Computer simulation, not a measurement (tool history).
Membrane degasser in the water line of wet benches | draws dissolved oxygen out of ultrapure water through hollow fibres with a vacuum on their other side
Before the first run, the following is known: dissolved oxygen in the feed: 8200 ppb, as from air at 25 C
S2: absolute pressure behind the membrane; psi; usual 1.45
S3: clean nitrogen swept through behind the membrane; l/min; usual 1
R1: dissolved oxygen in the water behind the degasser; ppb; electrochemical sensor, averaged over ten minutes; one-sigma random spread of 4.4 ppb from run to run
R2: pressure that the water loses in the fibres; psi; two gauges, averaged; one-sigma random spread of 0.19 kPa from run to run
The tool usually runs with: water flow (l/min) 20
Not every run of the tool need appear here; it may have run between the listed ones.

Run 1, hour 0: usual settings. Result: R1 503.8 ppb, R2 5.931 psi.
Run 2, hour 150.7: usual settings. Result: R1 500.8 ppb, R2 5.894 psi.
Run 3, hour 300.1: usual settings. Result: R1 496.4 ppb, R2 5.973 psi.
Run 4, hour 410.1: usual settings but water flow (l/min) 27. Result: R1 747.6 ppb, R2 8.015 psi.
Run 5, hour 554.5: usual settings but water flow (l/min) 27, S2 1.33 psi. Result: R1 706.4 ppb, R2 8.058 psi.
Run 6, hour 688.6: usual settings but S3 0.56 l/min. Result: R1 674.7 ppb, R2 5.97 psi.
Run 7, hour 806.7: usual settings but S3 0.56 l/min. Result: R1 686.9 ppb, R2 5.957 psi.
At hour 860.2: seals of the vacuum lines changed.
Run 8, hour 902: usual settings but S3 0.56 l/min. Result: R1 694.5 ppb, R2 5.989 psi.
Run 9, hour 1031.4: usual settings but S2 3.1 psi. Result: R1 943.6 ppb, R2 5.971 psi.
Run 10, hour 1124.9: usual settings but water flow (l/min) 16. Result: R1 377.4 ppb, R2 4.825 psi.
Run 11, hour 1212: usual settings but S2 1.04 psi. Result: R1 401.7 ppb, R2 6.058 psi.
Run 12, hour 1314.8: usual settings but water flow (l/min) 18, S2 1.04 psi. Result: R1 341.1 ppb, R2 5.423 psi.
Run 13, hour 1416: usual settings but water flow (l/min) 18, S2 1.04 psi. Result: R1 345.3 ppb, R2 5.442 psi.
Run 14, hour 1570.4: usual settings but water flow (l/min) 18, S2 1.04 psi. Result: R1 345 ppb, R2 5.44 psi.
Run 15, hour 1705.2: usual settings but water flow (l/min) 18, S2 0.99 psi. Result: R1 330.3 ppb, R2 5.464 psi.
Run 16, hour 1829.7: usual settings but water flow (l/min) 13, S2 1.04 psi. Result: R1 203.5 ppb, R2 3.928 psi.
Run 17, hour 1953.2: usual settings but water flow (l/min) 12, S2 1.81 psi. Result: R1 329.5 ppb, R2 3.617 psi.
At hour 1964.6: vacuum gauge calibrated.
Run 18, hour 2111.9: usual settings but water flow (l/min) 29, S2 2.23 psi, S3 1.21 l/min. Result: R1 1050.5 ppb, R2 8.801 psi.
Run 19, hour 2267.8: usual settings but water flow (l/min) 29, S2 2.23 psi, S3 1.21 l/min. Result: R1 1035.1 ppb, R2 8.902 psi.

What does the tool deliver on the next run?
At hour 2342.2: vacuum gauge calibrated, once more.
At hour 2408.4: membrane cartridge changed.
Run 20, hour 2408.4: usual settings but water flow (l/min) 29, S2 2.23 psi, S3 1.21 l/min. Result: R1 ?, R2 ?.

{"run 20": {"R1": 904, "R2": 7.871}}
On a tool with no hidden condition, and with the same random variation, this run would have come out at R1 900.3 ppb, R2 7.871 psi.
